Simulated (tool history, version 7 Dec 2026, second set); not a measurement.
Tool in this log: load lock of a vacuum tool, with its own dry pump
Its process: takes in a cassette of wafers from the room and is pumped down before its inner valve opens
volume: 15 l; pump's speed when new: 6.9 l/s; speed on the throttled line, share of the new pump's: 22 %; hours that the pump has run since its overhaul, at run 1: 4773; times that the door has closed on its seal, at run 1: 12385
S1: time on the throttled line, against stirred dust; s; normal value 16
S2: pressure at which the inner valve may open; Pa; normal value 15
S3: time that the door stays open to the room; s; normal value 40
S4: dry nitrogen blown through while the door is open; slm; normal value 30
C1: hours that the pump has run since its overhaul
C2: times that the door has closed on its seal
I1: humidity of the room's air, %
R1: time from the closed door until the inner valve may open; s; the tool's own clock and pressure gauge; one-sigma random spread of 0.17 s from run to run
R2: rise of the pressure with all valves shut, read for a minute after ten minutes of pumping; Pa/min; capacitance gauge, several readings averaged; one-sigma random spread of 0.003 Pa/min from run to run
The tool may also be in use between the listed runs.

| run | hour | S1 | S2 | S3 | S4 | C1 | C2 | I1 | R1 | R2 |
|---|---|---|---|---|---|---|---|---|---|---|
| 1 | 0.0 | 16 | 15 | 40 | 30 | 4773 | 12385 | 46.6 | 31.8 | 0.036 |
| 2 | 275.4 | 16 | 15 | 40 | 30 | 5048 | 13099 | 44.9 | 31.8 | 0.036 |
| 3 | 411.7 | 20 | 15 | 40 | 30 | 5185 | 13453 | 45.7 | 35.0 | 0.038 |
| 4 | 676.4 | 16 | 15 | 40 | 30 | 5449 | 14140 | 44.0 | 31.9 | 0.031 |
| 5 | 875.3 | 16 | 15 | 40 | 30 | 5648 | 14656 | 45.9 | 31.7 | 0.031 |
| 6 | 1054.6 | 16 | 15 | 40 | 30 | 5828 | 15121 | 41.3 | 31.8 | 0.031 |
| 7 | 1372.6 | 16 | 15 | 40 | 30 | 6146 | 15946 | 46.9 | 32.0 | 0.036 |
| 8 | 1658.0 | 16 | 15 | 40 | 30 | 6431 | 16687 | 44.6 | 31.8 | 0.031 |
| 9 | 1944.0 | 16 | 15 | 40 | 30 | 6717 | 17429 | 47.5 | 31.8 | 0.039 |
| 10 | 2266.4 | 16 | 15 | 40 | 30 | 7039 | 18265 | 46.5 | 31.8 | 0.032 |
| 11 | 2554.5 | 16 | 15 | 199 | 30 | 7328 | 19013 | 45.9 | 31.9 | 0.092 |
| 12 | 2868.1 | 16 | 15 | 113 | 30 | 7641 | 19827 | 45.7 | 32.1 | 0.062 |
| 13 | 3182.0 | 16 | 15 | 113 | 30 | 7955 | 20641 | 48.5 | 31.8 | 0.061 |
| 14 | 3477.1 | 16 | 20 | 113 | 13 | 8250 | 21407 | 43.9 | 31.0 | 0.084 |
| 15 | 3738.4 | 16 | 20 | 113 | 13 | 8511 | 22085 | 42.9 | 31.6 | 0.087 |
| 16 | 4048.0 | 18 | 11 | 61 | 35 | 8821 | 22888 | 46.9 | 34.0 | 0.038 |
| 17 | 4244.9 | 16 | 15 | 34 | 14 | 9018 | 23399 | 47.3 | 32.1 | 0.039 |
| 18 | 4492.1 | 29 | 15 | 66 | 14 | 9265 | 24040 | 48.5 | 42.0 | 0.064 |
| 19 | 4679.5 | 16 | 23 | 29 | 8 | 9452 | 24527 | 44.0 | 31.1 | 0.044 |

4 ways to go on from here, each from the tool as it stands after run 19. What would each give?
| A | 4898.2 | 16 | 15 | 40 | 40 | 9671 | 25094 | 43.5 | ? | ? |
| B | 4898.2 | 29 | 23 | 29 | 8 | 9671 | 25094 | 42.7 | ? | ? |
| C | 4898.2 | 21 | 15 | 60 | 5 | 9671 | 25094 | 47.7 | ? | ? |
| D | 4898.2 | 19 | 15 | 40 | 30 | 9671 | 25094 | 44.8 | ? | ? |

| run | R1 | R2 |
|---|---|---|
| A | 31.6 | 0.032 |
| B | 41.2 | 0.043 |
| C | 36.2 | 0.076 |
| D | 33.9 | 0.034 |
With no hidden state in the tool, these same runs would have given:
| run | R1 | R2 |
|---|---|---|
| A | 31.6 | 0.032 |
| B | 41.2 | 0.043 |
| C | 36.2 | 0.076 |
| D | 33.9 | 0.034 |

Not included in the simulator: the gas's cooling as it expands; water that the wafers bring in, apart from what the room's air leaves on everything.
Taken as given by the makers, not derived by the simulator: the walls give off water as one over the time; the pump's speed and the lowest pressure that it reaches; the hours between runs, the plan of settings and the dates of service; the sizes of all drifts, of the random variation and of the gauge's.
